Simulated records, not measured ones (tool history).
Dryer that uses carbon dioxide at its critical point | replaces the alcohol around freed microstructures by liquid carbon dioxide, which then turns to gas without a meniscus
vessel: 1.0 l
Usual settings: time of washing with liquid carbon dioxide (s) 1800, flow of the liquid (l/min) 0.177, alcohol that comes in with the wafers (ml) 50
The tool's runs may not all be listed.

| run | hour | time of washing with liquid carbon dioxide (s) | flow of the liquid (l/min) | alcohol that comes in with the wafers (ml) | alcohol left in the vessel before it's heated (ppm by volume) |
|---|---|---|---|---|---|
| 1 | 0.0 | 1800 | 0.177 | 50 | 598 |
| 2 | 20.5 | 1800 | 0.177 | 50 | 607 |
| 3 | 48.4 | 1800 | 0.177 | 50 | 637 |
|  | 53.7 | inlet filter changed |
| 4 | 72.3 | 1800 | 0.177 | 66 | 478 |
| 5 | 92.3 | 1800 | 0.177 | 50 | 374 |
| 6 | 116.7 | 1800 | 0.177 | 50 | 399 |
| 7 | 144.2 | 1800 | 0.177 | 50 | 427 |
| 8 | 160.1 | 1800 | 0.177 | 50 | 436 |
| 9 | 186.2 | 1800 | 0.177 | 50 | 454 |
| 10 | 209.7 | 1800 | 0.177 | 50 | 485 |
| 11 | 226.7 | 1800 | 0.177 | 50 | 498 |
| 12 | 249.6 | 1800 | 0.177 | 50 | 534 |
| 13 | 268.8 | 1800 | 0.177 | 28 | 326 |
| 14 | 291.6 | 1800 | 0.177 | 28 | 340 |
| 15 | 310.4 | 1620 | 0.209 | 50 | 451 |
| 16 | 325.5 | 1140 | 0.300 | 103 | 898 |
| 17 | 343.3 | 2100 | 0.177 | 50 | 328 |
| 18 | 374.0 | 2100 | 0.137 | 50 | 948 |
| 19 | 405.8 | 2100 | 0.137 | 50 | 1003 |
| 20 | 437.0 | 2100 | 0.137 | 50 | 1032 |
| 21 | 457.3 | 1440 | 0.256 | 33 | 317 |
|  | 469.9 | inlet filter changed |
| 22 | 487.2 | 1440 | 0.256 | 33 | 228 |
| 23 | 517.6 | 1440 | 0.131 | 87 | 4742 |
| 24 | 534.7 | 1440 | 0.131 | 87 | 4803 |
| 25 | 560.6 | 1800 | 0.164 | 50 | 695 |
| 26 | 585.4 | 1140 | 0.215 | 65 | 1818 |
| 27 | 604.4 | 1680 | 0.177 | 50 | 738 |

Some steps in alcohol left in the vessel before it's heated (ppm by volume) between neighbouring runs. How much of each would the tool show without its hidden state too (settings, what came in, random variation), and how much is left for the hidden state, with any gauge scatter that isn't in both results?
The hidden state here: flow that reaches the vessel past the clogged filter, %; alcohol in the recycled carbon dioxide, ppm; drift of the gauge itself on alcohol_ppm, %.
Run 22 -> 23: flow of the liquid (l/min) 0.256 -> 0.131, alcohol that comes in with the wafers (ml) 33 -> 87. alcohol left in the vessel before it's heated (ppm by volume) +4514: hidden state +313, all else +4201.
Run 24 -> 25: time of washing with liquid carbon dioxide (s) 1440 -> 1800, flow of the liquid (l/min) 0.131 -> 0.164, alcohol that comes in with the wafers (ml) 87 -> 50. alcohol left in the vessel before it's heated (ppm by volume) -4108: hidden state -295, all else -3813.

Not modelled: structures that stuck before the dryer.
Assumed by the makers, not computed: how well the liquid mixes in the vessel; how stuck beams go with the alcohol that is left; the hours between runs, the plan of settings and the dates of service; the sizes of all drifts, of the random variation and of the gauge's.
